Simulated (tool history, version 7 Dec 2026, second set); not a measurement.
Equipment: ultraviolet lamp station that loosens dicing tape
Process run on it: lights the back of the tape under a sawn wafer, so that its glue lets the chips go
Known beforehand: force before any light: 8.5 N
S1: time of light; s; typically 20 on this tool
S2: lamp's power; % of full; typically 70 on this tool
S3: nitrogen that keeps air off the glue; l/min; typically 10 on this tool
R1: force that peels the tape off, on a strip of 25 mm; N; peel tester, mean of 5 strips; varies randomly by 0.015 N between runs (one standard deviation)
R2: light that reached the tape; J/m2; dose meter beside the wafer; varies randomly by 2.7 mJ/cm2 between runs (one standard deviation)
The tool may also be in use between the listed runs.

{"run": 1, "day": 0.0, "S1": 20, "S2": 70, "S3": 10, "R1": 0.739, "R2": 3600}
{"run": 2, "day": 1.496, "S1": 20, "S2": 70, "S3": 10, "R1": 0.726, "R2": 3640}
{"run": 3, "day": 2.892, "S1": 20, "S2": 70, "S3": 10, "R1": 0.712, "R2": 3640}
{"day": 4.329, "done": "window cleaned of glue's vapour"}
{"run": 4, "day": 5.029, "S1": 20, "S2": 70, "S3": 5, "R1": 1.132, "R2": 3580}
{"run": 5, "day": 7.054, "S1": 20, "S2": 70, "S3": 5, "R1": 1.123, "R2": 3630}
{"run": 6, "day": 9.104, "S1": 20, "S2": 70, "S3": 5, "R1": 1.13, "R2": 3630}
{"run": 7, "day": 10.433, "S1": 24, "S2": 70, "S3": 5, "R1": 0.814, "R2": 4340}
{"run": 8, "day": 11.508, "S1": 24, "S2": 70, "S3": 5, "R1": 0.784, "R2": 4350}
{"run": 9, "day": 13.133, "S1": 24, "S2": 70, "S3": 5, "R1": 0.785, "R2": 4300}
{"run": 10, "day": 14.771, "S1": 24, "S2": 70, "S3": 5, "R1": 0.793, "R2": 4350}
{"run": 11, "day": 15.925, "S1": 20, "S2": 93, "S3": 10, "R1": 0.397, "R2": 4770}
{"run": 12, "day": 17.138, "S1": 20, "S2": 95, "S3": 8, "R1": 0.422, "R2": 4940}
{"run": 13, "day": 19.192, "S1": 16, "S2": 91, "S3": 3, "R1": 1.469, "R2": 3740}
{"run": 14, "day": 20.208, "S1": 17, "S2": 91, "S3": 7, "R1": 0.759, "R2": 3990}
{"run": 15, "day": 22.058, "S1": 28, "S2": 81, "S3": 7, "R1": 0.333, "R2": 5810}
{"run": 16, "day": 23.825, "S1": 39, "S2": 60, "S3": 11, "R1": 0.218, "R2": 6030}
{"run": 17, "day": 24.879, "S1": 11, "S2": 73, "S3": 16, "R1": 1.6, "R2": 2050}
{"run": 18, "day": 26.542, "S1": 11, "S2": 87, "S3": 13, "R1": 1.299, "R2": 2490}
{"run": 19, "day": 28.608, "S1": 38, "S2": 87, "S3": 13, "R1": 0.153, "R2": 8490}

5 ways to go on from here, each from the tool as it stands after run 19. What would each give?
{"run": "A", "day": 30.617, "S1": 23, "S2": 67, "S3": 10, "R1": "?", "R2": "?"}
{"run": "B", "day": 30.617, "S1": 29, "S2": 71, "S3": 15, "R1": "?", "R2": "?"}
{"run": "C", "day": 30.617, "S1": 20, "S2": 86, "S3": 10, "R1": "?", "R2": "?"}
{"run": "D", "day": 30.617, "S1": 15, "S2": 71, "S3": 7, "R1": "?", "R2": "?"}
{"run": "E", "day": 30.617, "S1": 38, "S2": 83, "S3": 13, "R1": "?", "R2": "?"}

run=A R1=0.592 R2=3970
run=B R1=0.252 R2=5290
run=C R1=0.454 R2=4420
run=D R1=1.521 R2=2700
run=E R1=0.149 R2=8100
Take away the tool's hidden state, keep each run's random variation, and the runs would have read:
run=A R1=0.589 R2=3970
run=B R1=0.252 R2=5290
run=C R1=0.452 R2=4430
run=D R1=1.516 R2=2710
run=E R1=0.149 R2=8120
